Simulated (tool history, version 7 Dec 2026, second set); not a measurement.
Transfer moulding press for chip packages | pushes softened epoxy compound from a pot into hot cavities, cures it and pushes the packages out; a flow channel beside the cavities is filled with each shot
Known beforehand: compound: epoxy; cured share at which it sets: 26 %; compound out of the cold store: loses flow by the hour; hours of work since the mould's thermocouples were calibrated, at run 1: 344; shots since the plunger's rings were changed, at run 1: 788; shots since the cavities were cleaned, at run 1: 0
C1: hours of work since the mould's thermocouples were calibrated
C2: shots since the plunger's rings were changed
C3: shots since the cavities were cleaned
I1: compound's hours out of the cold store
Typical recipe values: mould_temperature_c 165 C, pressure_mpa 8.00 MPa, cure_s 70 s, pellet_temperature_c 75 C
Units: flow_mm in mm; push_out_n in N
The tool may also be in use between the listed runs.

run 1 hour=0.0 | mould_temperature_c=165 pressure_mpa=8.00 cure_s=70 pellet_temperature_c=75 | C1=344 C2=788 C3=0 | I1=46.2 | flow_mm=689 push_out_n=246
run 2 hour=15.8 | mould_temperature_c=165 pressure_mpa=8.00 cure_s=70 pellet_temperature_c=75 | C1=356 C2=1070 C3=282 | I1=45.0 | flow_mm=688 push_out_n=312
run 3 hour=28.5 | mould_temperature_c=165 pressure_mpa=8.00 cure_s=70 pellet_temperature_c=75 | C1=365 C2=1295 C3=507 | I1=38.9 | flow_mm=709 push_out_n=360
-- hour=31.1 cavities cleaned with cleaning compound and waxed
run 4 hour=44.6 | mould_temperature_c=165 pressure_mpa=8.00 cure_s=70 pellet_temperature_c=75 | C1=376 C2=1555 C3=240 | I1=30.2 | flow_mm=747 push_out_n=311
-- hour=62.6 cavities cleaned with cleaning compound and waxed
run 5 hour=64.3 | mould_temperature_c=165 pressure_mpa=8.00 cure_s=70 pellet_temperature_c=75 | C1=390 C2=1878 C3=29 | I1=16.9 | flow_mm=802 push_out_n=258
run 6 hour=73.1 | mould_temperature_c=165 pressure_mpa=8.00 cure_s=70 pellet_temperature_c=75 | C1=397 C2=2034 C3=185 | I1=31.8 | flow_mm=733 push_out_n=303
run 7 hour=86.4 | mould_temperature_c=165 pressure_mpa=8.00 cure_s=70 pellet_temperature_c=75 | C1=407 C2=2271 C3=422 | I1=17.1 | flow_mm=794 push_out_n=367
-- hour=93.8 cavities cleaned with cleaning compound and waxed
run 8 hour=97.6 | mould_temperature_c=165 pressure_mpa=8.00 cure_s=70 pellet_temperature_c=75 | C1=414 C2=2444 C3=67 | I1=39.0 | flow_mm=699 push_out_n=267
run 9 hour=105.6 | mould_temperature_c=165 pressure_mpa=8.00 cure_s=70 pellet_temperature_c=75 | C1=420 C2=2586 C3=209 | I1=13.1 | flow_mm=809 push_out_n=323
-- hour=116.8 plunger's sealing rings changed
run 10 hour=118.4 | mould_temperature_c=165 pressure_mpa=8.00 cure_s=70 pellet_temperature_c=75 | C1=428 C2=30 C3=394 | I1=27.8 | flow_mm=772 push_out_n=341
-- hour=127.1 cavities cleaned with cleaning compound and waxed
run 11 hour=133.6 | mould_temperature_c=165 pressure_mpa=8.00 cure_s=70 pellet_temperature_c=75 | C1=438 C2=273 C3=115 | I1=31.0 | flow_mm=753 push_out_n=282
run 12 hour=141.9 | mould_temperature_c=165 pressure_mpa=7.48 cure_s=70 pellet_temperature_c=75 | C1=445 C2=420 C3=262 | I1=23.5 | flow_mm=767 push_out_n=322
run 13 hour=154.6 | mould_temperature_c=165 pressure_mpa=7.48 cure_s=70 pellet_temperature_c=75 | C1=454 C2=647 C3=489 | I1=10.5 | flow_mm=823 push_out_n=388
-- hour=157.8 cavities cleaned with cleaning compound and waxed
run 14 hour=165.3 | mould_temperature_c=165 pressure_mpa=7.48 cure_s=75 pellet_temperature_c=70 | C1=461 C2=811 C3=133 | I1=21.9 | flow_mm=768 push_out_n=258
run 15 hour=183.8 | mould_temperature_c=159 pressure_mpa=7.05 cure_s=62 pellet_temperature_c=85 | C1=475 C2=1139 C3=461 | I1=13.1 | flow_mm=789 push_out_n=714
-- hour=189.3 cavities cleaned with cleaning compound and waxed
run 16 hour=195.8 | mould_temperature_c=161 pressure_mpa=7.12 cure_s=63 pellet_temperature_c=75 | C1=483 C2=1327 C3=117 | I1=23.7 | flow_mm=742 push_out_n=503
run 17 hour=212.1 | mould_temperature_c=161 pressure_mpa=7.12 cure_s=63 pellet_temperature_c=75 | C1=495 C2=1617 C3=407 | I1=39.6 | flow_mm=676 push_out_n=579
-- hour=220.8 cavities cleaned with cleaning compound and waxed
run 18 hour=223.7 | mould_temperature_c=161 pressure_mpa=7.12 cure_s=63 pellet_temperature_c=75 | C1=503 C2=1796 C3=52 | I1=9.8 | flow_mm=800 push_out_n=501
run 19 hour=242.0 | mould_temperature_c=161 pressure_mpa=7.12 cure_s=63 pellet_temperature_c=75 | C1=517 C2=2123 C3=379 | I1=15.3 | flow_mm=767 push_out_n=632
-- hour=251.9 cavities cleaned with cleaning compound and waxed
run 20 hour=253.6 | mould_temperature_c=165 pressure_mpa=8.00 cure_s=70 pellet_temperature_c=80 | C1=525 C2=2302 C3=31 | I1=11.2 | flow_mm=815 push_out_n=276
-- hour=258.4 mould's thermocouples calibrated
run 21 hour=266.1 | mould_temperature_c=165 pressure_mpa=6.19 cure_s=70 pellet_temperature_c=75 | C1=6 C2=2490 C3=219 | I1=8.9 | flow_mm=725 push_out_n=314
-- hour=282.2 plunger's sealing rings changed
-- hour=287.1 cavities cleaned with cleaning compound and waxed
run 22 hour=287.7 | mould_temperature_c=165 pressure_mpa=8.00 cure_s=53 pellet_temperature_c=75 | C1=19 C2=71 C3=11 | I1=27.0 | flow_mm=772 push_out_n=503
run 23 hour=305.7 | mould_temperature_c=165 pressure_mpa=8.00 cure_s=53 pellet_temperature_c=75 | C1=33 C2=391 C3=331 | I1=24.4 | flow_mm=782 push_out_n=666
-- hour=318.7 cavities cleaned with cleaning compound and waxed
run 24 hour=325.8 | mould_temperature_c=165 pressure_mpa=9.49 cure_s=96 pellet_temperature_c=81 | C1=47 C2=722 C3=127 | I1=14.0 | flow_mm=902 push_out_n=211
run 25 hour=336.0 | mould_temperature_c=161 pressure_mpa=7.72 cure_s=56 pellet_temperature_c=84 | C1=55 C2=904 C3=309 | I1=16.0 | flow_mm=808 push_out_n=721

3 ways to go on from here, each from the tool as it stands after run 25. What would each give?
-- hour=349.7 cavities cleaned with cleaning compound and waxed
run A hour=356.2 | mould_temperature_c=163 pressure_mpa=8.00 cure_s=73 pellet_temperature_c=70 | C1=69 C2=1236 C3=116 | I1=19.0 | flow_mm=? push_out_n=?
-- hour=349.7 cavities cleaned with cleaning compound and waxed
run B hour=356.2 | mould_temperature_c=169 pressure_mpa=7.72 cure_s=56 pellet_temperature_c=84 | C1=69 C2=1236 C3=116 | I1=30.5 | flow_mm=? push_out_n=?
-- hour=349.7 cavities cleaned with cleaning compound and waxed
run C hour=356.2 | mould_temperature_c=165 pressure_mpa=7.60 cure_s=70 pellet_temperature_c=76 | C1=69 C2=1236 C3=116 | I1=35.8 | flow_mm=? push_out_n=?

run=A flow_mm=803 push_out_n=285
run=B flow_mm=725 push_out_n=355
run=C flow_mm=709 push_out_n=269
Take away the tool's hidden state, keep each run's random variation, and the runs would have read:
run=A flow_mm=818 push_out_n=246
run=B flow_mm=739 push_out_n=308
run=C flow_mm=722 push_out_n=234
